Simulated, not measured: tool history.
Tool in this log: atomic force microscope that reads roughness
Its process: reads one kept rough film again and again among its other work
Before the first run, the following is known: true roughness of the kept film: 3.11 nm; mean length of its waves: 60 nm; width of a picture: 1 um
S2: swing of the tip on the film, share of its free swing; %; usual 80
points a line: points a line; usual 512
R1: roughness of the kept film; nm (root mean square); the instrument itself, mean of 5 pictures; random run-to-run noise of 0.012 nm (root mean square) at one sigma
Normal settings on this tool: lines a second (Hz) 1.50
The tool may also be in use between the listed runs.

Run 1, hour 0.0: usual settings. Result: R1 2.914 nm (root mean square).
Run 2, hour 13.7: usual settings. Result: R1 2.912 nm (root mean square).
At hour 15.3: new tip fitted.
Run 3, hour 30.1: usual settings but lines a second (Hz) 1.01. Result: R1 2.977 nm (root mean square).
Run 4, hour 37.5: usual settings but lines a second (Hz) 1.65. Result: R1 2.930 nm (root mean square).
Run 5, hour 46.5: usual settings but lines a second (Hz) 0.99. Result: R1 2.950 nm (root mean square).
Run 6, hour 60.2: usual settings but lines a second (Hz) 0.99. Result: R1 2.954 nm (root mean square).
Run 7, hour 69.1: usual settings but lines a second (Hz) 0.99. Result: R1 2.957 nm (root mean square).
Run 8, hour 77.1: usual settings. Result: R1 2.933 nm (root mean square).
Run 9, hour 85.8: usual settings. Result: R1 2.906 nm (root mean square).
Run 10, hour 99.6: usual settings. Result: R1 2.910 nm (root mean square).
Run 11, hour 109.3: usual settings. Result: R1 2.899 nm (root mean square).
Run 12, hour 118.4: usual settings. Result: R1 2.912 nm (root mean square).
Run 13, hour 126.0: usual settings. Result: R1 2.922 nm (root mean square).
At hour 133.5: new tip fitted.
Run 14, hour 141.5: usual settings. Result: R1 2.921 nm (root mean square).
Run 15, hour 156.9: usual settings. Result: R1 2.936 nm (root mean square).
Run 16, hour 165.3: usual settings. Result: R1 2.902 nm (root mean square).
Run 17, hour 173.6: usual settings. Result: R1 2.923 nm (root mean square).
Run 18, hour 190.2: usual settings. Result: R1 2.896 nm (root mean square).
Run 19, hour 202.1: usual settings. Result: R1 2.916 nm (root mean square).
Run 20, hour 217.5: usual settings but lines a second (Hz) 1.51. Result: R1 2.917 nm (root mean square).
Run 21, hour 225.4: usual settings. Result: R1 2.908 nm (root mean square).
Run 22, hour 238.5: usual settings. Result: R1 2.919 nm (root mean square).
At hour 251.3: new tip fitted.
Run 23, hour 252.6: usual settings. Result: R1 2.925 nm (root mean square).
Run 24, hour 263.3: usual settings. Result: R1 2.922 nm (root mean square).
Run 25, hour 279.0: usual settings but points a line 1021. Result: R1 2.924 nm (root mean square).
Run 26, hour 292.1: usual settings but S2 76 %, points a line 616. Result: R1 2.952 nm (root mean square).
Run 27, hour 305.5: usual settings but S2 76 %, points a line 266. Result: R1 2.915 nm (root mean square).
Run 28, hour 320.2: usual settings but S2 58 %, points a line 335. Result: R1 3.001 nm (root mean square).
Run 29, hour 334.2: usual settings but lines a second (Hz) 2.62, S2 63 %, points a line 335. Result: R1 2.962 nm (root mean square).
Run 30, hour 344.8: usual settings but lines a second (Hz) 2.62, S2 63 %, points a line 335. Result: R1 2.942 nm (root mean square).
Run 31, hour 358.3: usual settings but lines a second (Hz) 2.62, S2 63 %, points a line 335. Result: R1 2.962 nm (root mean square).
Run 32, hour 368.2: usual settings but lines a second (Hz) 1.95, points a line 470. Result: R1 2.879 nm (root mean square).
At hour 370.2: new tip fitted.
Run 33, hour 385.4: usual settings but lines a second (Hz) 1.60, S2 58 %, points a line 470. Result: R1 2.991 nm (root mean square).
Run 34, hour 400.2: usual settings but lines a second (Hz) 0.63, S2 58 %, points a line 470. Result: R1 3.030 nm (root mean square).
Run 35, hour 412.7: usual settings but lines a second (Hz) 3.66, S2 88 %, points a line 534. Result: R1 2.619 nm (root mean square).
Run 36, hour 420.1: usual settings but S2 74 %, points a line 258. Result: R1 2.942 nm (root mean square).
Run 37, hour 427.7: usual settings but S2 74 %, points a line 258. Result: R1 2.930 nm (root mean square).
Run 38, hour 444.4: usual settings but lines a second (Hz) 0.81, S2 74 %, points a line 258. Result: R1 3.000 nm (root mean square).
Run 39, hour 451.2: usual settings but lines a second (Hz) 0.81, S2 82 %, points a line 463. Result: R1 2.962 nm (root mean square).
Run 40, hour 467.0: usual settings but lines a second (Hz) 0.81, S2 82 %, points a line 755. Result: R1 2.989 nm (root mean square).
Run 41, hour 483.4: usual settings but lines a second (Hz) 0.81, S2 82 %, points a line 755. Result: R1 2.976 nm (root mean square).
At hour 488.1: new tip fitted.
Run 42, hour 496.6: usual settings but lines a second (Hz) 2.51, S2 84 %, points a line 629. Result: R1 2.807 nm (root mean square).
Run 43, hour 505.8: usual settings but lines a second (Hz) 1.84, points a line 464. Result: R1 2.886 nm (root mean square).
Run 44, hour 517.3: usual settings but points a line 711. Result: R1 2.919 nm (root mean square).
Run 45, hour 524.7: usual settings but lines a second (Hz) 0.63, S2 67 %, points a line 909. Result: R1 3.024 nm (root mean square).
Run 46, hour 532.7: usual settings but lines a second (Hz) 0.63, S2 67 %, points a line 306. Result: R1 3.010 nm (root mean square).
Run 47, hour 546.4: usual settings but lines a second (Hz) 1.04, points a line 659. Result: R1 2.964 nm (root mean square).
Run 48, hour 559.9: usual settings but lines a second (Hz) 1.04, points a line 659. Result: R1 2.960 nm (root mean square).
Run 49, hour 576.8: usual settings but lines a second (Hz) 3.03, S2 87 %, points a line 1019. Result: R1 2.708 nm (root mean square).

Forecast each of these 5 alternatives for the next run:
Run A, hour 583.6: usual settings but lines a second (Hz) 2.49, S2 86 %, points a line 450. Result: R1 ?.
Run B, hour 583.6: usual settings but lines a second (Hz) 2.74, S2 68 %, points a line 1019. Result: R1 ?.
Run C, hour 583.6: usual settings but lines a second (Hz) 0.60, S2 60 %, points a line 975. Result: R1 ?.
Run D, hour 583.6: usual settings but points a line 319. Result: R1 ?.
Run E, hour 583.6: usual settings but lines a second (Hz) 0.63, S2 62 %, points a line 400. Result: R1 ?.

run     R1
  A  2.767
  B  2.922
  C  3.055
  D  2.897
  E  3.038
What these runs would have given with no unlogged condition in the tool:
run     R1
  A  2.769
  B  2.925
  C  3.058
  D  2.899
  E  3.040
